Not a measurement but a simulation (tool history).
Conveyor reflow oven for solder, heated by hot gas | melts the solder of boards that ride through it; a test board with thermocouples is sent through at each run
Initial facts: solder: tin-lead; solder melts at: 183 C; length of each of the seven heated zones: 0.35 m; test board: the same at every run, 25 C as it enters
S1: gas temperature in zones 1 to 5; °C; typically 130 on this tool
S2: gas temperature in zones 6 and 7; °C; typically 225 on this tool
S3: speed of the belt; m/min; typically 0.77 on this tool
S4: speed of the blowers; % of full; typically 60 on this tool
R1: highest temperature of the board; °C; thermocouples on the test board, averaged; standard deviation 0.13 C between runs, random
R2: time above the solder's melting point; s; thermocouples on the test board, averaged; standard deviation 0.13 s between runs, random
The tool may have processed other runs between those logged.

| run | hour | S1 | S2 | S3 | S4 | R1 | R2 |
|---|---|---|---|---|---|---|---|
| 1 | 0 | 130 | 225 | 0.77 | 60 | 201.1 | 25.9 |
| 2 | 5.9 | 130 | 225 | 0.77 | 79 | 206.8 | 32 |
| 3 | 12.8 | 130 | 225 | 0.77 | 79 | 207.1 | 32 |
| 4 | 18.9 | 130 | 225 | 0.835 | 79 | 204.3 | 26.8 |
| 5 | 24.9 | 130 | 224 | 0.835 | 79 | 203.4 | 26.2 |
| 6 | 33.5 | 130 | 224 | 0.835 | 79 | 203.3 | 26.3 |
| 7 | 41.1 | 130 | 225 | 0.77 | 65 | 202.8 | 27.8 |
| 8 | 49.9 | 130 | 225 | 0.77 | 65 | 202.9 | 27.9 |
| 9 | 55.5 | 130 | 225 | 0.77 | 65 | 202.7 | 27.8 |
| 10 | 62.1 | 130 | 225 | 0.77 | 65 | 202.8 | 27.6 |
| 11 | 74 | 130 | 225 | 0.77 | 79 | 206.8 | 31.8 |
| 12 | 80.3 | 130 | 225 | 0.77 | 79 | 206.6 | 31.5 |
| 13 | 88.8 | 130 | 231 | 0.77 | 60 | 205.7 | 29.7 |
| 14 | 96.1 | 130 | 231 | 0.77 | 60 | 205.6 | 29.7 |
| 15 | 108.2 | 130 | 225 | 0.78 | 60 | 200.5 | 24.9 |
| 16 | 120.2 | 121 | 239 | 0.78 | 56 | 207.2 | 28.5 |
| 17 | 129.6 | 119 | 225 | 0.743 | 52 | 195.9 | 19.2 |
| 18 | 138.2 | 130 | 225 | 0.739 | 60 | 202.5 | 28.5 |
| 19 | 146.2 | 130 | 225 | 0.665 | 60 | 206.1 | 35.9 |
| 20 | 151.1 | 133 | 214 | 0.833 | 79 | 195.8 | 20.1 |
| 21 | 157.8 | 130 | 220 | 0.77 | 52 | 193.9 | 17.3 |

Run 22 comes next. What will it give?
| 22 | 166.8 | 130 | 220 | 0.77 | 52 | ? | ? |

Run 22 yielded R1 193.6 °C, R2 17.2 s.
The same run, on a tool lacking any hidden state, would have yielded R1 194.2 °C, R2 18.1 s.
